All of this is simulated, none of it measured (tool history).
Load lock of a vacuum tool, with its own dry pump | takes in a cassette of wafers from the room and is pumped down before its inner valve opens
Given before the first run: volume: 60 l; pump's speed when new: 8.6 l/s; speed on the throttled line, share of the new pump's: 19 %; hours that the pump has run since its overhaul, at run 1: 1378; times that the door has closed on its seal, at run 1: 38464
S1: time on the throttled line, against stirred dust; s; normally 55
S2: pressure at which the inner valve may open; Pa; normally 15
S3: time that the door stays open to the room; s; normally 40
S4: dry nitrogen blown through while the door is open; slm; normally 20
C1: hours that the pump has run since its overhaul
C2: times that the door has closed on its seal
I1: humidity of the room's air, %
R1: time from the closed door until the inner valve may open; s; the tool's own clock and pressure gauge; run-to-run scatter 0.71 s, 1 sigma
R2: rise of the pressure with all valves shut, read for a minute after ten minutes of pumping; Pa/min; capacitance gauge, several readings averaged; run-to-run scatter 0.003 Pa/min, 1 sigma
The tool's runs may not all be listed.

Run 1, hour 0: usual settings; C1 1378; C2 38464; I1 47.3. Result: R1 105.4 s, R2 0.317 Pa/min.
Run 2, hour 206.6: usual settings; C1 1585; C2 39350; I1 45. Result: R1 105.6 s, R2 0.321 Pa/min.
Run 3, hour 419.2: usual settings; C1 1798; C2 40262; I1 42.9. Result: R1 105.2 s, R2 0.335 Pa/min.
Run 4, hour 609.1: usual settings but S1 58 s; C1 1987; C2 41076; I1 44.2. Result: R1 108.4 s, R2 0.351 Pa/min.
Run 5, hour 817.1: usual settings but S1 58 s; C1 2195; C2 41969; I1 47.2. Result: R1 109.9 s, R2 0.359 Pa/min.
Run 6, hour 960.9: usual settings but S1 58 s; C1 2339; C2 42586; I1 44.8. Result: R1 108.6 s, R2 0.369 Pa/min.
Run 7, hour 1091.9: usual settings; C1 2470; C2 43147; I1 46.2. Result: R1 105.9 s, R2 0.369 Pa/min.
Run 8, hour 1274.4: usual settings; C1 2653; C2 43931; I1 44.4. Result: R1 106.2 s, R2 0.378 Pa/min.
At hour 1383.7: door's seal changed, seat wiped.
Run 9, hour 1391.8: usual settings; C1 2769; C2 35; I1 47. Result: R1 105.8 s, R2 0.011 Pa/min.
Run 10, hour 1593.4: usual settings; C1 2970; C2 900; I1 46.7. Result: R1 107.2 s, R2 0.014 Pa/min.
Run 11, hour 1825.7: usual settings; C1 3203; C2 1896; I1 47.3. Result: R1 106.1 s, R2 0.015 Pa/min.
Run 12, hour 1950: usual settings but S2 10 Pa; C1 3327; C2 2429; I1 40.9. Result: R1 109.7 s, R2 0.017 Pa/min.
Run 13, hour 2115.8: usual settings but S2 10 Pa; C1 3493; C2 3141; I1 40.4. Result: R1 110.1 s, R2 0.017 Pa/min.
Run 14, hour 2353.3: usual settings but S2 10 Pa; C1 3730; C2 4159; I1 46.7. Result: R1 110 s, R2 0.021 Pa/min.
Run 15, hour 2474.6: usual settings but S2 10 Pa, S3 173 s; C1 3851; C2 4680; I1 44.4. Result: R1 109.1 s, R2 0.034 Pa/min.
Run 16, hour 2704.2: usual settings but S3 76 s; C1 4081; C2 5665; I1 43.5. Result: R1 106 s, R2 0.031 Pa/min.
Run 17, hour 2841.2: usual settings; C1 4218; C2 6252; I1 41.2. Result: R1 105.8 s, R2 0.028 Pa/min.
Run 18, hour 2989.2: usual settings but S4 10 slm; C1 4366; C2 6887; I1 47.2. Result: R1 106.1 s, R2 0.04 Pa/min.
Run 19, hour 3198.8: usual settings but S4 10 slm; C1 4576; C2 7787; I1 44.9. Result: R1 106.5 s, R2 0.041 Pa/min.
Run 20, hour 3411: usual settings but S3 58 s; C1 4788; C2 8697; I1 45.7. Result: R1 106.9 s, R2 0.047 Pa/min.
Run 21, hour 3548.7: usual settings but S3 58 s; C1 4926; C2 9288; I1 47.8. Result: R1 107 s, R2 0.042 Pa/min.
Run 22, hour 3663.1: usual settings but S2 17 Pa; C1 5040; C2 9778; I1 44.8. Result: R1 106.7 s, R2 0.046 Pa/min.
Run 23, hour 3832.8: usual settings but S1 56 s, S2 17 Pa, S3 26 s; C1 5210; C2 10506; I1 44.9. Result: R1 106.7 s, R2 0.05 Pa/min.
Run 24, hour 3935.7: usual settings but S1 72 s, S3 107 s, S4 44 slm; C1 5313; C2 10948; I1 47.6. Result: R1 121 s, R2 0.051 Pa/min.
Run 25, hour 4071.9: usual settings but S1 72 s, S2 16 Pa, S3 107 s, S4 8 slm; C1 5449; C2 11532; I1 47.3. Result: R1 120.5 s, R2 0.077 Pa/min.
Run 26, hour 4257: usual settings but S1 72 s, S2 16 Pa, S3 107 s, S4 8 slm; C1 5634; C2 12326; I1 42.4. Result: R1 119.1 s, R2 0.077 Pa/min.
Run 27, hour 4404.9: usual settings but S4 19 slm; C1 5782; C2 12961; I1 45.5. Result: R1 107.5 s, R2 0.062 Pa/min.
Run 28, hour 4512: usual settings but S3 200 s, S4 27 slm; C1 5889; C2 13420; I1 46.9. Result: R1 107.9 s, R2 0.074 Pa/min.
Run 29, hour 4698.3: usual settings but S1 29 s, S2 18 Pa, S3 94 s, S4 27 slm; C1 6075; C2 14219; I1 46. Result: R1 85.8 s, R2 0.07 Pa/min.
Run 30, hour 4867.9: usual settings but S1 29 s, S2 18 Pa, S3 94 s, S4 27 slm; C1 6245; C2 14947; I1 46.3. Result: R1 85 s, R2 0.081 Pa/min.
Run 31, hour 5101.7: usual settings but S1 39 s, S3 52 s; C1 6479; C2 15950; I1 47.5. Result: R1 93.1 s, R2 0.081 Pa/min.
Run 32, hour 5301.4: usual settings but S1 39 s, S3 52 s; C1 6678; C2 16806; I1 45. Result: R1 94.1 s, R2 0.094 Pa/min.
Run 33, hour 5525.5: usual settings but S1 39 s, S3 52 s; C1 6902; C2 17768; I1 41. Result: R1 94.4 s, R2 0.099 Pa/min.
Run 34, hour 5751.7: usual settings but S1 40 s, S2 17 Pa, S3 124 s, S4 13 slm; C1 7129; C2 18738; I1 45.6. Result: R1 94.5 s, R2 0.111 Pa/min.
Run 35, hour 5954.7: usual settings but S1 59 s, S2 14 Pa, S4 28 slm; C1 7332; C2 19609; I1 46.3. Result: R1 110.3 s, R2 0.105 Pa/min.
Run 36, hour 6199.7: usual settings but S1 59 s, S2 14 Pa, S4 28 slm; C1 7577; C2 20660; I1 43.9. Result: R1 111.8 s, R2 0.11 Pa/min.
Run 37, hour 6423.3: usual settings but S1 66 s, S3 84 s; C1 7800; C2 21619; I1 46. Result: R1 115.2 s, R2 0.132 Pa/min.

4 ways to go on from here, each from the tool as it stands after run 37. What would each give?
Run A, hour 6633: usual settings but S1 66 s, S3 84 s, S4 12 slm; C1 8010; C2 22519; I1 47.5. Result: R1 ?, R2 ?.
Run B, hour 6633: usual settings but S1 66 s, S3 38 s, S4 6 slm; C1 8010; C2 22519; I1 43.1. Result: R1 ?, R2 ?.
Run C, hour 6633: usual settings but S1 45 s, S2 16 Pa, S3 215 s; C1 8010; C2 22519; I1 41.5. Result: R1 ?, R2 ?.
Run D, hour 6633: usual settings but S4 5 slm; C1 8010; C2 22519; I1 47.2. Result: R1 ?, R2 ?.

run     R1     R2
  A  116.3  0.144
  B  115.1  0.139
  C     99  0.141
  D  108.9  0.141
Without the tool's unlogged condition, the same runs would have read:
run     R1     R2
  A  115.1  0.021
  B  113.9  0.017
  C   97.7   0.02
  D  107.6   0.02
